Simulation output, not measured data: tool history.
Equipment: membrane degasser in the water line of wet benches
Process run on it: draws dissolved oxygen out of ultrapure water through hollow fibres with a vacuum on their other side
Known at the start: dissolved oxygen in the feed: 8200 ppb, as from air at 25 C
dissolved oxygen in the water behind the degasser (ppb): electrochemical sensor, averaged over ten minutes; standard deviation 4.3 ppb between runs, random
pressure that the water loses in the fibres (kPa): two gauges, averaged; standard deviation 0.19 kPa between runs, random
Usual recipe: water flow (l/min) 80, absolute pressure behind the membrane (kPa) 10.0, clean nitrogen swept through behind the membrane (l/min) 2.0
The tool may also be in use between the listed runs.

run   hour  water flow (l/min)  absolute pressure behind the membrane (kPa)  clean nitrogen swept through behind the membrane (l/min)  dissolved oxygen in the water behind the degasser (ppb)  pressure that the water loses in the fibres (kPa)
  1    0.0                  80                                         10.0                                                       2.0                                                    787.7                                              51.56
  2   54.6                  70                                         10.0                                                       2.0                                                    651.2                                              45.21
  3  119.8                  70                                         10.0                                                       2.0                                                    654.8                                              45.45
  4  166.6                  80                                         10.0                                                       1.8                                                    825.6                                              51.61
  5  211.2                  80                                         10.0                                                       1.8                                                    826.4                                              51.74
  6  267.5                  80                                         10.0                                                       1.8                                                    815.8                                              51.69
  7  301.5                  80                                         10.0                                                       1.8                                                    823.0                                              51.61
  8  350.1                  80                                         10.0                                                       1.8                                                    829.4                                              51.76
  9  404.5                  80                                          7.4                                                       2.0                                                    603.8                                              52.07
 10  444.7                  96                                         10.0                                                       2.0                                                   1011.4                                              61.76
 11  479.4                  96                                         10.0                                                       2.0                                                   1000.2                                              62.23
 12  526.0                  96                                         10.0                                                       2.0                                                    998.5                                              62.13
 13  590.4                  96                                         10.0                                                       2.0                                                   1017.9                                              62.21
 14  644.3                  80                                         19.3                                                       2.0                                                   1386.9                                              52.03
 15  706.7                  80                                         19.3                                                       2.0                                                   1377.0                                              51.74

Run 16, settings as shown, results not yet in. Your forecast:
 16  768.2                  80                                          7.8                                                       2.0                                                        ?                                                  ?

{"run 16": {"dissolved oxygen in the water behind the degasser (ppb)": 635.6, "pressure that the water loses in the fibres (kPa)": 51.86}}
Were there no unlogged condition in the tool, this run, its random variation unchanged, would have produced dissolved oxygen in the water behind the degasser (ppb) 617.5, pressure that the water loses in the fibres (kPa) 51.35.
